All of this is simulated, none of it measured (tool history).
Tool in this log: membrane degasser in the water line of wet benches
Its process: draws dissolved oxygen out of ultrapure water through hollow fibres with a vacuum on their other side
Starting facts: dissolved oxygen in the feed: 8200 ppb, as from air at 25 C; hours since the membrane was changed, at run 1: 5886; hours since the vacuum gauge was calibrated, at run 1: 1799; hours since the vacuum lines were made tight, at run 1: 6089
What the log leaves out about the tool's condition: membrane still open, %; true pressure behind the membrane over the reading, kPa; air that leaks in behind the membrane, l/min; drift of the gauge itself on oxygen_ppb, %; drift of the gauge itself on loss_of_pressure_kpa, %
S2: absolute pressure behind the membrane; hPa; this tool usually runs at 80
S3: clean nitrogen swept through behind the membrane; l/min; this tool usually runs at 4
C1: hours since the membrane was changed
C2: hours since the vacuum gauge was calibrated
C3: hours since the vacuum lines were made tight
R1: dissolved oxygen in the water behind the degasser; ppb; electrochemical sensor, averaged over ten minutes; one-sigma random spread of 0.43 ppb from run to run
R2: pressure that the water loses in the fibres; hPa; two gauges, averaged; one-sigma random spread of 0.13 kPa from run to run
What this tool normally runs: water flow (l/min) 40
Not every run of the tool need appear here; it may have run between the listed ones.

Run 1, hour 0: usual settings; C1 5886; C2 1799; C3 6089. Result: R1 122.3 ppb, R2 350.2 hPa.
Run 2, hour 129.9: usual settings; C1 6016; C2 1929; C3 6219. Result: R1 122.6 ppb, R2 348.6 hPa.
Run 3, hour 210.4: usual settings but water flow (l/min) 34; C1 6096; C2 2009; C3 6299. Result: R1 103.3 ppb, R2 297.6 hPa.
Run 4, hour 317.9: usual settings but water flow (l/min) 34; C1 6203; C2 2116; C3 6407. Result: R1 103.9 ppb, R2 298.2 hPa.
Run 5, hour 416.4: usual settings but S2 102.1 hPa; C1 6302; C2 2215; C3 6505. Result: R1 173.6 ppb, R2 348.3 hPa.
Run 6, hour 498.5: usual settings but S2 65.5 hPa; C1 6384; C2 2297; C3 6587. Result: R1 90.1 ppb, R2 349.4 hPa.
At hour 576.2: seals of the vacuum lines changed.
Run 7, hour 618.2: usual settings but water flow (l/min) 34; C1 6502; C2 2415; C3 42. Result: R1 102.5 ppb, R2 298 hPa.
Run 8, hour 752.5: usual settings; C1 6636; C2 2549; C3 176. Result: R1 122.7 ppb, R2 349.6 hPa.
Run 9, hour 900.8: usual settings; C1 6784; C2 2697; C3 325. Result: R1 123.3 ppb, R2 349.8 hPa.
Run 10, hour 969.5: usual settings; C1 6853; C2 2766; C3 393. Result: R1 123.3 ppb, R2 348 hPa.
At hour 983.6: vacuum gauge calibrated.
Run 11, hour 1060.7: usual settings but S2 199.4 hPa; C1 6944; C2 77; C3 484. Result: R1 391.7 ppb, R2 349.2 hPa.
Run 12, hour 1199.8: usual settings but S2 199.4 hPa; C1 7083; C2 216; C3 623. Result: R1 392.7 ppb, R2 349.5 hPa.
At hour 1320.1: vacuum gauge calibrated, once more.
Run 13, hour 1348.3: usual settings but S2 199.4 hPa; C1 7231; C2 28; C3 771. Result: R1 386.2 ppb, R2 350.3 hPa.
Run 14, hour 1470.5: usual settings but S3 10.37 l/min; C1 7353; C2 150; C3 893. Result: R1 54.1 ppb, R2 351.7 hPa.
Run 15, hour 1567: usual settings; C1 7450; C2 247; C3 990. Result: R1 120.8 ppb, R2 352.3 hPa.
Run 16, hour 1675: usual settings; C1 7558; C2 355; C3 1098. Result: R1 121 ppb, R2 352.8 hPa.
Run 17, hour 1755.9: usual settings but water flow (l/min) 45, S2 137.1 hPa, S3 2.19 l/min; C1 7638; C2 436; C3 1179. Result: R1 470.4 ppb, R2 397.2 hPa.
Run 18, hour 1886.8: usual settings but water flow (l/min) 45, S2 137.1 hPa, S3 2.19 l/min; C1 7769; C2 567; C3 1310. Result: R1 467.5 ppb, R2 395.8 hPa.
Run 19, hour 2008.9: usual settings but water flow (l/min) 45, S2 137.1 hPa, S3 2.19 l/min; C1 7892; C2 689; C3 1432. Result: R1 469.1 ppb, R2 396.4 hPa.
Run 20, hour 2145.2: usual settings but water flow (l/min) 28, S2 111.5 hPa, S3 4.41 l/min; C1 8028; C2 825; C3 1568. Result: R1 123.5 ppb, R2 246.4 hPa.
Run 21, hour 2241: usual settings but water flow (l/min) 28, S2 111.5 hPa, S3 4.41 l/min; C1 8124; C2 921; C3 1664. Result: R1 122.5 ppb, R2 247.1 hPa.
Run 22, hour 2354.1: usual settings but water flow (l/min) 28, S2 99.5 hPa, S3 8.46 l/min; C1 8237; C2 1034; C3 1777. Result: R1 57.5 ppb, R2 245.6 hPa.
Run 23, hour 2448.6: usual settings but water flow (l/min) 51, S2 88.9 hPa, S3 8.22 l/min; C1 8331; C2 1129; C3 1871. Result: R1 105 ppb, R2 448.1 hPa.
Run 24, hour 2586.5: usual settings but water flow (l/min) 51, S2 166.1 hPa, S3 8.22 l/min; C1 8469; C2 1266; C3 2009. Result: R1 217 ppb, R2 448.1 hPa.
Run 25, hour 2678.7: usual settings but water flow (l/min) 51, S2 166.1 hPa, S3 8.22 l/min; C1 8561; C2 1359; C3 2102. Result: R1 217.1 ppb, R2 450.3 hPa.
Run 26, hour 2806.9: usual settings but water flow (l/min) 50, S2 112.1 hPa, S3 4.38 l/min; C1 8689; C2 1487; C3 2230. Result: R1 227 ppb, R2 442.5 hPa.
Run 27, hour 2908.2: usual settings but water flow (l/min) 29, S2 112.1 hPa, S3 3.96 l/min; C1 8791; C2 1588; C3 2331. Result: R1 142.3 ppb, R2 253.9 hPa.
Run 28, hour 2973: usual settings but water flow (l/min) 46, S2 157.7 hPa, S3 5.77 l/min; C1 8856; C2 1653; C3 2396. Result: R1 248.7 ppb, R2 404.4 hPa.
Run 29, hour 3071.9: usual settings but water flow (l/min) 46, S2 190.8 hPa, S3 2.19 l/min; C1 8954; C2 1752; C3 2495. Result: R1 699.7 ppb, R2 406.7 hPa.
Run 30, hour 3182: usual settings but water flow (l/min) 25, S2 145.2 hPa, S3 1.86 l/min; C1 9065; C2 1862; C3 2605. Result: R1 344.6 ppb, R2 220.8 hPa.
Run 31, hour 3276.6: usual settings but water flow (l/min) 61, S2 161.5 hPa, S3 9.46 l/min; C1 9159; C2 1957; C3 2699. Result: R1 230.5 ppb, R2 536.2 hPa.
Run 32, hour 3418.6: usual settings but S2 55.1 hPa, S3 3 l/min; C1 9301; C2 2099; C3 2841. Result: R1 81.6 ppb, R2 357.1 hPa.

Hidden state or all else? Some run-to-run changes of R1, split into what the settings, what came in and random variation would give without the hidden state, and what is left for the hidden state (with any gauge scatter that isn't in both results):
Run 16 -> 17: water flow (l/min) 40 -> 45, S2 80 -> 137.1, S3 4 -> 2.19. R1 +349.4 ppb: hidden state +0.5, all else +348.9.
Run 22 -> 23: water flow (l/min) 28 -> 51, S2 99.5 -> 88.9, S3 8.46 -> 8.22. R1 +47.5 ppb: hidden state +3, all else +44.5.
Run 28 -> 29: S2 157.7 -> 190.8, S3 5.77 -> 2.19. R1 +451 ppb: hidden state +0.7, all else +450.3.
Run 29 -> 30: water flow (l/min) 46 -> 25, S2 190.8 -> 145.2, S3 2.19 -> 1.86. R1 -355.1 ppb: hidden state -2.1, all else -353.
Run 30 -> 31: water flow (l/min) 25 -> 61, S2 145.2 -> 161.5, S3 1.86 -> 9.46. R1 -114.1 ppb: hidden state +4.3, all else -118.4.
Run 31 -> 32: water flow (l/min) 61 -> 40, S2 161.5 -> 55.1, S3 9.46 -> 3. R1 -148.9 ppb: hidden state -3.3, all else -145.6.

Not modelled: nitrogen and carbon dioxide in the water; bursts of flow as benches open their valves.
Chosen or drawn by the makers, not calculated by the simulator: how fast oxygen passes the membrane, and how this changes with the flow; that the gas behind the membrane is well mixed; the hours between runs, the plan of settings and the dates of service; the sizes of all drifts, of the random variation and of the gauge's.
